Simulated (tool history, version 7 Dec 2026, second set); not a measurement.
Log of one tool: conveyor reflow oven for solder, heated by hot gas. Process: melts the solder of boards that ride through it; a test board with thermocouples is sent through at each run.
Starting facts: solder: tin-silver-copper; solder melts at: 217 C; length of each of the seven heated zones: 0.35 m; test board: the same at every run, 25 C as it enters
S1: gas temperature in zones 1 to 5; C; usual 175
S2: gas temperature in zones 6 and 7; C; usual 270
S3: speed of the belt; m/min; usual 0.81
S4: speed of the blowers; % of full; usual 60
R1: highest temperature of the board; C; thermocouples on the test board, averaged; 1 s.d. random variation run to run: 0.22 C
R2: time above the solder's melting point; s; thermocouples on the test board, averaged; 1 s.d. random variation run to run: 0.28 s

Run 1, day 0: usual settings. Result: R1 251.8 C, R2 38.3 s.
Run 2, day 0.312: usual settings. Result: R1 251.4 C, R2 38.7 s.
Run 3, day 0.667: usual settings. Result: R1 251.7 C, R2 37.8 s.
Run 4, day 0.938: usual settings. Result: R1 251.5 C, R2 38.5 s.
Run 5, day 1.517: usual settings. Result: R1 251.7 C, R2 38.4 s.
Run 6, day 1.871: usual settings. Result: R1 251.6 C, R2 38.1 s.
Run 7, day 2.317: usual settings. Result: R1 251.6 C, R2 38.2 s.
Run 8, day 2.667: usual settings. Result: R1 251.8 C, R2 38.4 s.
Run 9, day 3.05: usual settings. Result: R1 251.3 C, R2 37.9 s.
Run 10, day 3.346: usual settings. Result: R1 251.7 C, R2 38.7 s.
At day 3.829: flux residue cleaned out of gas plates and filters.
Run 11, day 3.829: usual settings. Result: R1 251.3 C, R2 38.4 s.

For run 12, what comes out?
Run 12, day 4.25: usual settings but S2 264 C, S3 0.719 m/min. Result: R1 ?, R2 ?.

{"run 12": {"R1": 250.5, "R2": 42.9}}
The same run, on a tool lacking any hidden state, would have yielded R1 250.3 C, R2 42.8 s.

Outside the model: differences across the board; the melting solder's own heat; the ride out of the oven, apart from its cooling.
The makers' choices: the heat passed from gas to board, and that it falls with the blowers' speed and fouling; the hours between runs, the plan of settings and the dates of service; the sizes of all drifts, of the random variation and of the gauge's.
